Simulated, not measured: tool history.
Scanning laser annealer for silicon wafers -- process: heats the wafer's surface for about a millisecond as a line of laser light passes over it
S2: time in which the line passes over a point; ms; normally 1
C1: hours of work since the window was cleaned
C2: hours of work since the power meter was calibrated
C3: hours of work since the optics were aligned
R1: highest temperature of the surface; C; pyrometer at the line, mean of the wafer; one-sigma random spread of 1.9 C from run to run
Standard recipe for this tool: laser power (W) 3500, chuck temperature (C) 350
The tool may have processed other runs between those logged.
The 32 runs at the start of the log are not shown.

Run 33, hour 217.8: usual settings but laser power (W) 3324, S2 0.71 ms, chuck temperature (C) 366; C1 690; C2 282; C3 314. Result: R1 969 C.
Run 34, hour 226.7: usual settings but laser power (W) 3236, S2 0.98 ms, chuck temperature (C) 333; C1 694; C2 287; C3 318. Result: R1 1029 C.
Run 35, hour 233.9: usual settings but laser power (W) 3710, S2 1.08 ms, chuck temperature (C) 334; C1 698; C2 290; C3 322. Result: R1 1166 C.
Run 36, hour 239.1: usual settings but laser power (W) 3691, chuck temperature (C) 385; C1 700; C2 293; C3 324. Result: R1 1180 C.
Run 37, hour 245.9: usual settings but laser power (W) 3593, chuck temperature (C) 351; C1 703; C2 296; C3 328. Result: R1 1127 C.
Run 38, hour 254.1: usual settings but S2 0.75 ms; C1 707; C2 300; C3 332. Result: R1 1005 C.
Run 39, hour 261.4: usual settings but laser power (W) 3255, S2 0.83 ms, chuck temperature (C) 372; C1 711; C2 304; C3 335. Result: R1 1011 C.
Run 40, hour 269.1: usual settings but laser power (W) 3431, S2 1.12 ms, chuck temperature (C) 322; C1 715; C2 307; C3 339. Result: R1 1113 C.
Run 41, hour 274.9: usual settings but laser power (W) 3431, S2 1.12 ms, chuck temperature (C) 364; C1 718; C2 310; C3 342. Result: R1 1153 C.
Run 42, hour 282.7: usual settings but laser power (W) 3721, S2 1.12 ms, chuck temperature (C) 364; C1 721; C2 314; C3 346. Result: R1 1217 C.

3 options for the next run, each taken on its own from the tool as it stands now. Forecast them:
Run A, hour 288.8: usual settings but laser power (W) 3504, S2 0.71 ms, chuck temperature (C) 321; C1 724; C2 317; C3 349. Result: R1 ?.
Run B, hour 288.8: usual settings but laser power (W) 3297, S2 1.12 ms, chuck temperature (C) 364; C1 724; C2 317; C3 349. Result: R1 ?.
Run C, hour 288.8: usual settings but chuck temperature (C) 389; C1 724; C2 317; C3 349. Result: R1 ?.

run    R1
  A   959
  B  1120
  C  1151
With no hidden state in the tool, these same runs would have given:
run    R1
  A   960
  B  1121
  C  1152
